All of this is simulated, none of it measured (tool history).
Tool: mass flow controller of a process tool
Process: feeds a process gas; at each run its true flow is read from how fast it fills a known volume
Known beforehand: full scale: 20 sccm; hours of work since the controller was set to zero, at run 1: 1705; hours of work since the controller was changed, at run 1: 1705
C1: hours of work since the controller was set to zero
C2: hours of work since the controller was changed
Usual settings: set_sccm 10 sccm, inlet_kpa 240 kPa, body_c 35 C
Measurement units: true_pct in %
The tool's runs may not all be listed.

Run 1, hour 0: usual settings; C1 1705; C2 1705. Result: true_pct 97.82 %.
Run 2, hour 51: usual settings; C1 1734; C2 1734. Result: true_pct 97.9 %.
Run 3, hour 91: usual settings; C1 1757; C2 1757. Result: true_pct 97.74 %.
Run 4, hour 138.3: usual settings but body_c 36 C; C1 1785; C2 1785. Result: true_pct 97.72 %.
Run 5, hour 199.4: usual settings but body_c 36 C; C1 1820; C2 1820. Result: true_pct 97.61 %.
Run 6, hour 249.4: usual settings but body_c 36 C; C1 1849; C2 1849. Result: true_pct 97.51 %.
Run 7, hour 292.2: usual settings but body_c 36 C; C1 1874; C2 1874. Result: true_pct 97.22 %.
Run 8, hour 349.1: usual settings but inlet_kpa 275 kPa; C1 1907; C2 1907. Result: true_pct 97.44 %.
Run 9, hour 394.6: usual settings; C1 1933; C2 1933. Result: true_pct 97.29 %.
Run 10, hour 448.9: usual settings; C1 1965; C2 1965. Result: true_pct 97.02 %.
Run 11, hour 510.8: usual settings; C1 2001; C2 2001. Result: true_pct 97.17 %.
Run 12, hour 592.1: usual settings; C1 2048; C2 2048. Result: true_pct 97.04 %.
Run 13, hour 657.6: usual settings; C1 2086; C2 2086. Result: true_pct 96.89 %.
Run 14, hour 725.2: usual settings; C1 2125; C2 2125. Result: true_pct 96.9 %.
Run 15, hour 787: usual settings but set_sccm 5 sccm; C1 2161; C2 2161. Result: true_pct 96.32 %.
Run 16, hour 828.9: usual settings but set_sccm 2 sccm; C1 2185; C2 2185. Result: true_pct 96.1 %.
Run 17, hour 875.7: usual settings but set_sccm 2 sccm; C1 2213; C2 2213. Result: true_pct 95.85 %.
Run 18, hour 931.7: usual settings but set_sccm 2 sccm; C1 2245; C2 2245. Result: true_pct 95.91 %.
Run 19, hour 972.4: usual settings but body_c 26 C; C1 2269; C2 2269. Result: true_pct 97.66 %.
Run 20, hour 1030.5: usual settings but body_c 30 C; C1 2302; C2 2302. Result: true_pct 96.9 %.
Run 21, hour 1064.9: usual settings but body_c 30 C; C1 2322; C2 2322. Result: true_pct 96.99 %.
Run 22, hour 1132.6: usual settings but body_c 30 C; C1 2361; C2 2361. Result: true_pct 96.86 %.
Run 23, hour 1205.7: usual settings but body_c 30 C; C1 2404; C2 2404. Result: true_pct 96.72 %.
Run 24, hour 1282.8: usual settings but set_sccm 3 sccm; C1 2449; C2 2449. Result: true_pct 95.46 %.
At hour 1313.3: gauge calibrated.
Run 25, hour 1355.7: usual settings but set_sccm 3 sccm; C1 2491; C2 2491. Result: true_pct 97.08 %.
Run 26, hour 1397.4: usual settings but inlet_kpa 144 kPa, body_c 25 C; C1 2515; C2 2515. Result: true_pct 98.89 %.
Run 27, hour 1463.5: usual settings but set_sccm 2 sccm, inlet_kpa 158 kPa; C1 2553; C2 2553. Result: true_pct 97.1 %.
Run 28, hour 1531.4: usual settings but set_sccm 2 sccm, inlet_kpa 158 kPa; C1 2593; C2 2593. Result: true_pct 96.97 %.
Run 29, hour 1612.8: usual settings but set_sccm 2 sccm, inlet_kpa 158 kPa; C1 2640; C2 2640. Result: true_pct 96.87 %.
Run 30, hour 1666.8: usual settings but inlet_kpa 259 kPa, body_c 29 C; C1 2671; C2 2671. Result: true_pct 97.92 %.
Run 31, hour 1708: usual settings but set_sccm 16 sccm, inlet_kpa 186 kPa, body_c 34 C; C1 2695; C2 2695. Result: true_pct 98.16 %.
Run 32, hour 1789.7: usual settings but set_sccm 14 sccm, inlet_kpa 173 kPa, body_c 39 C; C1 2743; C2 2743. Result: true_pct 97.29 %.
Run 33, hour 1823.1: usual settings but set_sccm 11 sccm, inlet_kpa 248 kPa, body_c 21 C; C1 2762; C2 2762. Result: true_pct 98.84 %.
Run 34, hour 1883.6: usual settings but set_sccm 11 sccm, inlet_kpa 209 kPa, body_c 21 C; C1 2797; C2 2797. Result: true_pct 98.65 %.
Run 35, hour 1926.4: usual settings but set_sccm 11 sccm, inlet_kpa 209 kPa, body_c 25 C; C1 2822; C2 2822. Result: true_pct 98.43 %.
Run 36, hour 1997.5: usual settings but set_sccm 11 sccm, inlet_kpa 209 kPa, body_c 25 C; C1 2863; C2 2863. Result: true_pct 98.03 %.
Run 37, hour 2066.6: usual settings but set_sccm 6 sccm, inlet_kpa 212 kPa, body_c 36 C; C1 2903; C2 2903. Result: true_pct 96.39 %.
Run 38, hour 2121.1: usual settings but set_sccm 6 sccm, inlet_kpa 212 kPa, body_c 36 C; C1 2935; C2 2935. Result: true_pct 96.3 %.
Run 39, hour 2170.1: usual settings but set_sccm 6 sccm, inlet_kpa 212 kPa, body_c 36 C; C1 2963; C2 2963. Result: true_pct 96.21 %.
Run 40, hour 2226.2: usual settings but set_sccm 17 sccm, inlet_kpa 212 kPa, body_c 26 C; C1 2996; C2 2996. Result: true_pct 98.25 %.
Run 41, hour 2305.6: usual settings but set_sccm 17 sccm, inlet_kpa 212 kPa, body_c 26 C; C1 3042; C2 3042. Result: true_pct 97.97 %.
Run 42, hour 2369.3: usual settings but inlet_kpa 275 kPa, body_c 23 C; C1 3079; C2 3079. Result: true_pct 97.63 %.
Run 43, hour 2422.8: usual settings but set_sccm 3 sccm, inlet_kpa 226 kPa, body_c 36 C; C1 3110; C2 3110. Result: true_pct 95.57 %.
Run 44, hour 2488.8: usual settings but inlet_kpa 256 kPa, body_c 22 C; C1 3148; C2 3148. Result: true_pct 97.51 %.
Run 45, hour 2528.2: usual settings but inlet_kpa 256 kPa, body_c 22 C; C1 3171; C2 3171. Result: true_pct 97.55 %.

Each run again, without the hidden state but with its own random variation kept:
The tool's hidden condition here consists of: flow at rest that the sensor doesn't see, % of full scale; true flow over the shown one, %; drift of the gauge itself on true_pct, %.
run  true_pct
  1     97.82
  2     97.97
  3     97.87
  4     97.92
  5      97.9
  6     97.87
  7     97.65
  8     97.95
  9     97.86
 10     97.67
 11     97.92
 12     97.91
 13     97.85
 14     97.96
 15     97.46
 16     97.28
 17      97.1
 18     97.23
 19     99.09
 20     98.42
 21     98.56
 22     98.53
 23      98.5
 24     97.31
 25     97.12
 26     99.01
 27     97.28
 28     97.25
 29     97.27
 30     98.44
 31     98.74
 32     97.99
 33     99.59
 34      99.5
 35     99.34
 36     99.04
 37     97.48
 38     97.47
 39     97.45
 40     99.61
 41     99.44
 42     99.19
 43     97.15
 44     99.25
 45     99.35
